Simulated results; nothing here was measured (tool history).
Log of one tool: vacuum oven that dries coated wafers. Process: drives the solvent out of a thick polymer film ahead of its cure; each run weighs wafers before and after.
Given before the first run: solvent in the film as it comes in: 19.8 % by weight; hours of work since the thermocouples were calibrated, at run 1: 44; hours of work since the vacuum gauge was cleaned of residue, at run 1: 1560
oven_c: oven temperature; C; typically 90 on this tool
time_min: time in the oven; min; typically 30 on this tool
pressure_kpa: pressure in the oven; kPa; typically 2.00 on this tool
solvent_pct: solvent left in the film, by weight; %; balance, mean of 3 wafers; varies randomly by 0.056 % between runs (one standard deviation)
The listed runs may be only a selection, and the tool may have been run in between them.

| run | hour | oven_c | time_min | pressure_kpa | hours of work since the thermocouples were calibrated | hours of work since the vacuum gauge was cleaned of residue | solvent_pct |
|---|---|---|---|---|---|---|---|
| 1 | 0.0 | 90 | 30 | 2.00 | 44 | 1560 | 2.70 |
| 2 | 39.8 | 88 | 30 | 2.00 | 67 | 1583 | 3.19 |
| 3 | 92.9 | 89 | 30 | 2.00 | 98 | 1613 | 2.89 |
| 4 | 156.4 | 78 | 30 | 2.00 | 134 | 1650 | 7.23 |
| 5 | 218.8 | 78 | 30 | 2.00 | 170 | 1686 | 7.34 |
| 6 | 267.1 | 90 | 30 | 2.00 | 198 | 1714 | 2.71 |
| 7 | 325.7 | 90 | 30 | 2.00 | 232 | 1748 | 2.68 |
| 8 | 379.1 | 90 | 30 | 2.00 | 263 | 1778 | 2.76 |
| 9 | 444.1 | 90 | 30 | 2.00 | 300 | 1816 | 2.83 |
| 10 | 476.8 | 90 | 30 | 3.66 | 319 | 1835 | 3.33 |
| 11 | 541.5 | 90 | 30 | 3.66 | 356 | 1872 | 3.44 |
| 12 | 598.9 | 90 | 30 | 6.26 | 389 | 1905 | 4.44 |
| 13 | 652.5 | 90 | 30 | 6.26 | 420 | 1936 | 4.36 |
| 14 | 687.3 | 90 | 40 | 2.00 | 440 | 1956 | 1.95 |
| 15 | 730.2 | 90 | 30 | 2.02 | 465 | 1980 | 2.84 |
| 16 | 772.9 | 90 | 34 | 2.02 | 489 | 2005 | 2.36 |
| 17 | 837.1 | 92 | 22 | 6.83 | 526 | 2042 | 5.06 |
| 18 | 892.0 | 89 | 28 | 6.18 | 558 | 2074 | 5.08 |
| 19 | 946.6 | 89 | 28 | 6.18 | 590 | 2105 | 5.07 |
| 20 | 997.7 | 90 | 30 | 3.04 | 619 | 2135 | 3.34 |

Forecast run 21:
|  | 1005.0 | vacuum gauge cleaned of residue and calibrated |
| 21 | 1064.9 | 90 | 30 | 3.04 | 657 | 34 | ? |

{"run 21": {"solvent_pct": 3.39}}
With no hidden state in the tool, this same run would have given solvent_pct 2.86 %.

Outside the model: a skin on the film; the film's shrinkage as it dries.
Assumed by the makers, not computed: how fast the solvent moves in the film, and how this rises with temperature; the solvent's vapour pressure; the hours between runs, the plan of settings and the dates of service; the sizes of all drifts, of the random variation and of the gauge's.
